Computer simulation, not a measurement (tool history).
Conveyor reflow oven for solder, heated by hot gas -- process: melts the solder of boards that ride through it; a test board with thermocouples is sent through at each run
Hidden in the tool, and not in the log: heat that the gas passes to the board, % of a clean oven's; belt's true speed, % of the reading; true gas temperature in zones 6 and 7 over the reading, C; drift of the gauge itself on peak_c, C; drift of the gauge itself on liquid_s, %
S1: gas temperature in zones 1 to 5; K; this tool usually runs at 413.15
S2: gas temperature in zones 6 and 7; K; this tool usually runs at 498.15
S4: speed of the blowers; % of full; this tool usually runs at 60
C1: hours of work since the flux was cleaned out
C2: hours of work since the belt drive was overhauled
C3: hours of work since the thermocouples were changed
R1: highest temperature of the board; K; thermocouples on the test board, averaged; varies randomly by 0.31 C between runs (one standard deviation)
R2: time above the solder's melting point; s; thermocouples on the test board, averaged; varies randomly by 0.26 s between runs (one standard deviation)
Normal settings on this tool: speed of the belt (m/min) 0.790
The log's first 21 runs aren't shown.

Run 22, hour 915.8: usual settings but S1 403.15 K, speed of the belt (m/min) 0.873, S4 51 % of full; C1 151; C2 603; C3 603. Result: R1 472.45 K, R2 21.1 s.
Run 23, hour 961.1: usual settings but S1 403.15 K, speed of the belt (m/min) 0.873, S4 51 % of full; C1 172; C2 624; C3 624. Result: R1 472.35 K, R2 21.2 s.
Run 24, hour 985.7: usual settings but speed of the belt (m/min) 0.667; C1 184; C2 636; C3 636. Result: R1 485.25 K, R2 45.2 s.
Run 25, hour 1020.9: usual settings but S1 399.15 K, S4 79 % of full; C1 200; C2 652; C3 652. Result: R1 480.65 K, R2 31.3 s.
At hour 1031.3: flux residue cleaned out of gas plates and filters.
Run 26, hour 1084.0: usual settings but S1 406.15 K, S2 513.15 K, speed of the belt (m/min) 0.847, S4 79 % of full; C1 25; C2 680; C3 680. Result: R1 493.95 K, R2 38.4 s.
Run 27, hour 1120.4: usual settings but S1 409.15 K, S2 507.15 K; C1 42; C2 697; C3 697. Result: R1 488.55 K, R2 38.5 s.
Run 28, hour 1147.7: usual settings but S1 407.15 K, S2 508.15 K, speed of the belt (m/min) 0.750, S4 82 % of full; C1 55; C2 710; C3 710. Result: R1 494.25 K, R2 43.9 s.
Run 29, hour 1176.0: usual settings but speed of the belt (m/min) 0.820; C1 68; C2 723; C3 723. Result: R1 479.45 K, R2 32.9 s.
Run 30, hour 1212.0: usual settings but speed of the belt (m/min) 0.820; C1 85; C2 740; C3 740. Result: R1 479.95 K, R2 32.6 s.

Each row is a separate what-if for the run after 30, all from the same tool condition, not one after another. Results?
Run A, hour 1261.2: usual settings but S4 68 % of full; C1 109; C2 763; C3 763. Result: R1 ?, R2 ?.
Run B, hour 1261.2: usual settings but S1 409.15 K, speed of the belt (m/min) 0.888; C1 109; C2 763; C3 763. Result: R1 ?, R2 ?.
Run C, hour 1261.2: usual settings but S1 416.15 K, S2 499.15 K, speed of the belt (m/min) 0.820, S4 64 % of full; C1 109; C2 763; C3 763. Result: R1 ?, R2 ?.

run      R1    R2
  A  482.25  36.3
  B  476.45  25.5
  C  481.45  35.1
With the hidden condition removed and each run's random variation left untouched, the same runs would have given:
run      R1    R2
  A  484.25  37.1
  B  478.45  26.7
  C  483.35  35.9
